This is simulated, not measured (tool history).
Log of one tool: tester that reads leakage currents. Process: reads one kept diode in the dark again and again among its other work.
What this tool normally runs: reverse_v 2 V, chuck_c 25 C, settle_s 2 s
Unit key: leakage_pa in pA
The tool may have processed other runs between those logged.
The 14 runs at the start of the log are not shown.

run 15 hour=662.4 | reverse_v=2 chuck_c=34 settle_s=2 | leakage_pa=124.12
run 16 hour=720.7 | reverse_v=2 chuck_c=34 settle_s=2 | leakage_pa=123.94
run 17 hour=783.1 | reverse_v=2 chuck_c=33 settle_s=2 | leakage_pa=114.79
run 18 hour=829.8 | reverse_v=9.89 chuck_c=30 settle_s=0.97 | leakage_pa=180.09
run 19 hour=865.9 | reverse_v=15.28 chuck_c=33 settle_s=3.97 | leakage_pa=265.6
run 20 hour=928.4 | reverse_v=15.61 chuck_c=25 settle_s=7.93 | leakage_pa=150.69
run 21 hour=974.7 | reverse_v=10.25 chuck_c=39 settle_s=3.6 | leakage_pa=339.51
run 22 hour=1008.5 | reverse_v=3.48 chuck_c=51 settle_s=1.82 | leakage_pa=489.98
run 23 hour=1041.9 | reverse_v=2.21 chuck_c=51 settle_s=1.82 | leakage_pa=407
run 24 hour=1084.4 | reverse_v=2.21 chuck_c=51 settle_s=1.82 | leakage_pa=407.03
run 25 hour=1153.7 | reverse_v=2.21 chuck_c=51 settle_s=1.82 | leakage_pa=406.13
run 26 hour=1219 | reverse_v=2 chuck_c=25 settle_s=0.35 | leakage_pa=64.26
run 27 hour=1276.4 | reverse_v=1.02 chuck_c=52 settle_s=1.17 | leakage_pa=313.68
run 28 hour=1338.7 | reverse_v=1.02 chuck_c=52 settle_s=1.17 | leakage_pa=315.14
run 29 hour=1406.8 | reverse_v=9.15 chuck_c=25 settle_s=1.37 | leakage_pa=122.53
run 30 hour=1466.7 | reverse_v=1.32 chuck_c=25 settle_s=1.37 | leakage_pa=53.06
run 31 hour=1508.2 | reverse_v=1.32 chuck_c=25 settle_s=1.37 | leakage_pa=53.4
run 32 hour=1579.7 | reverse_v=1.46 chuck_c=25 settle_s=6.49 | leakage_pa=55.06
run 33 hour=1632.3 | reverse_v=9.15 chuck_c=25 settle_s=2.07 | leakage_pa=124.1

Forecast each of these 4 alternatives for the next run:
run A hour=1699.6 | reverse_v=2.6 chuck_c=25 settle_s=2 | leakage_pa=?
run B hour=1699.6 | reverse_v=1.3 chuck_c=39 settle_s=2 | leakage_pa=?
run C hour=1699.6 | reverse_v=3.61 chuck_c=25 settle_s=0.85 | leakage_pa=?
run D hour=1699.6 | reverse_v=1.76 chuck_c=25 settle_s=2 | leakage_pa=?

run=A leakage_pa=70.64
run=B leakage_pa=143.75
run=C leakage_pa=82
run=D leakage_pa=59.82
Take away the tool's hidden state, keep each run's random variation, and the runs would have read:
run=A leakage_pa=70.24
run=B leakage_pa=147.6
run=C leakage_pa=80.7
run=D leakage_pa=60.08
